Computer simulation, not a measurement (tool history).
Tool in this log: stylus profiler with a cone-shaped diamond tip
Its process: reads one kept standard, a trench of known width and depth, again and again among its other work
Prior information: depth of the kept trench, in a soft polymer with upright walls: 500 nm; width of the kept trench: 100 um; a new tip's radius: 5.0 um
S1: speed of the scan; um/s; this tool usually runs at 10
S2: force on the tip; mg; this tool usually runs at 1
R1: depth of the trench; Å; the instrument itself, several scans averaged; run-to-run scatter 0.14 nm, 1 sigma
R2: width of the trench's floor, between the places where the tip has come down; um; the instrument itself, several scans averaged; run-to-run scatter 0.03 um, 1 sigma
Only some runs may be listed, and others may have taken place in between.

| run | hour | S1 | S2 | R1 | R2 |
|---|---|---|---|---|---|
| 1 | 0 | 10 | 1 | 5032.9 | 94.57 |
| 2 | 33.8 | 10 | 1.03 | 5031.7 | 94.44 |
| 3 | 66.5 | 10 | 1.03 | 5034.4 | 94.43 |
| 4 | 87.3 | 10 | 1.03 | 5032 | 94.42 |
|  | 92 | height scale calibrated on a step standard |
| 5 | 109.8 | 10 | 1 | 5035.7 | 94.47 |
| 6 | 150.2 | 2 | 0.73 | 5033 | 94.41 |
| 7 | 190 | 4 | 0.6 | 5027.1 | 94.37 |
| 8 | 235.7 | 13 | 0.42 | 5031.2 | 94.31 |
| 9 | 276.4 | 13 | 0.42 | 5030.6 | 94.29 |
| 10 | 305.4 | 13 | 0.42 | 5030.1 | 94.33 |

What if the next run were any one of these 4? Each begins from the tool's condition after run 10:
|  | 333.6 | height scale calibrated on a step standard, once more |
| A | 343.7 | 11 | 0.44 | ? | ? |
|  | 333.6 | height scale calibrated on a step standard, once more |
| B | 343.7 | 9 | 0.43 | ? | ? |
|  | 333.6 | height scale calibrated on a step standard, once more |
| C | 343.7 | 38 | 1 | ? | ? |
|  | 333.6 | height scale calibrated on a step standard, once more |
| D | 343.7 | 6 | 2.66 | ? | ? |

| run | R1 | R2 |
|---|---|---|
| A | 5011.5 | 94.26 |
| B | 5009.4 | 94.26 |
| C | 5019 | 94.2 |
| D | 5032.5 | 94.28 |
The same runs, with their run-to-run variation unchanged, on a tool lacking any hidden condition would have given:
| run | R1 | R2 |
|---|---|---|
| A | 5010.6 | 95.58 |
| B | 5008.6 | 95.58 |
| C | 5018.1 | 95.51 |
| D | 5031.6 | 95.6 |
